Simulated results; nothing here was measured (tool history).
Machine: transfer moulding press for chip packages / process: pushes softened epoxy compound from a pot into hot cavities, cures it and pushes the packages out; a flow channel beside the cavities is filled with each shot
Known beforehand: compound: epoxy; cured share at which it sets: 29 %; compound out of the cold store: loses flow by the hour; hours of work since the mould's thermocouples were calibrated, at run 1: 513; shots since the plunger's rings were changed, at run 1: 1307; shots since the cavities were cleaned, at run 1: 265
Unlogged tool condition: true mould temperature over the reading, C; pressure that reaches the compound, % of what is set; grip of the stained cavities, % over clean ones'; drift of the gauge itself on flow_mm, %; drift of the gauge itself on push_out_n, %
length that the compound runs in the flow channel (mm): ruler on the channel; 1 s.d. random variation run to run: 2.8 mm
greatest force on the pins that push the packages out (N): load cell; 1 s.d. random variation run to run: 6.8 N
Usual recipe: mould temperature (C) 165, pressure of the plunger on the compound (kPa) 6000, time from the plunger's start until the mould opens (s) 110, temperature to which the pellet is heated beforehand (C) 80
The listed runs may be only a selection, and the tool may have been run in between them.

run,hour,mould temperature (C),pressure of the plunger on the compound (kPa),time from the plunger's start until the mould opens (s),temperature to which the pellet is heated beforehand (C),hours of work since the mould's thermocouples were calibrated,shots since the plunger's rings were changed,shots since the cavities were cleaned,incoming compound's hours out of the cold store,length that the compound runs in the flow channel (mm),greatest force on the pins that push the packages out (N)
1,0.0,165,6000,110,80,513,1307,265,14.3,907,367
2,33.4,165,6000,144,80,526,1532,490,24.3,860,379
3,64.3,165,6000,144,80,539,1741,699,40.5,784,409
4,100.9,165,6000,144,80,553,1989,947,32.3,817,438
# hour 121.1: cavities cleaned with cleaning compound and waxed
5,124.3,165,6000,144,80,562,2137,22,26.3,840,265
6,159.9,165,6000,110,80,577,2378,263,33.9,805,363
7,193.1,165,6000,110,80,590,2602,487,35.4,795,423
8,215.4,165,6000,110,80,599,2753,638,17.3,876,446
# hour 225.7: plunger's sealing rings changed
9,236.0,165,6000,110,80,606,69,760,43.3,792,468
10,264.1,165,6000,110,80,617,259,950,39.7,804,505
# hour 283.1: cavities cleaned with cleaning compound and waxed
11,283.1,165,6000,110,80,624,378,0,36.7,813,278
12,309.4,165,6000,110,80,635,556,178,35.9,818,339
13,342.0,165,6000,110,80,648,776,398,21.0,878,378
14,370.9,165,6000,110,80,660,972,594,22.7,869,447
15,393.9,162,6490,132,80,669,1127,749,15.9,951,456
16,429.1,162,6490,132,80,683,1365,987,8.2,992,469
# hour 443.1: cavities cleaned with cleaning compound and waxed
17,459.7,162,4660,132,80,695,1562,112,31.9,736,293
18,478.5,168,4590,110,72,702,1689,239,10.3,797,341
19,496.5,158,6630,99,90,709,1811,361,37.5,865,676
# hour 501.2: mould's thermocouples calibrated
20,516.2,165,6000,105,80,6,1931,481,24.6,847,453
21,535.8,165,6000,105,80,14,2063,613,8.2,921,468
22,558.1,163,6180,117,71,23,2214,764,17.0,905,467
23,575.1,163,5650,144,71,30,2329,879,31.1,802,424
24,594.6,163,4980,144,88,37,2461,1011,43.4,698,447
# hour 604.8: cavities cleaned with cleaning compound and waxed
25,632.1,168,7270,118,80,52,2704,184,47.1,806,312
# hour 649.7: plunger's sealing rings changed
26,665.6,159,6000,105,80,64,108,394,20.4,923,583
27,684.6,165,5330,94,74,72,237,523,20.9,839,529
28,701.6,165,5330,94,74,79,351,637,46.4,734,515

Measured result minus the same run's result without the hidden state. Both carry the same run-to-run variation, though not necessarily the same gauge scatter:
run,length that the compound runs in the flow channel (mm),greatest force on the pins that push the packages out (N)
1,-20,+86
2,-23,+133
3,-24,+165
4,-27,+196
5,-30,+16
6,-32,+94
7,-34,+151
8,-39,+175
9,-6,+194
10,-8,+219
11,-10,-2
12,-11,+65
13,-15,+118
14,-18,+167
15,-22,+187
16,-27,+207
17,-22,+41
18,-25,+84
19,-29,+187
20,-30,+153
21,-35,+174
22,-37,+191
23,-34,+190
24,-31,+203
25,-38,+64
26,-8,+156
27,-8,+175
28,-8,+188
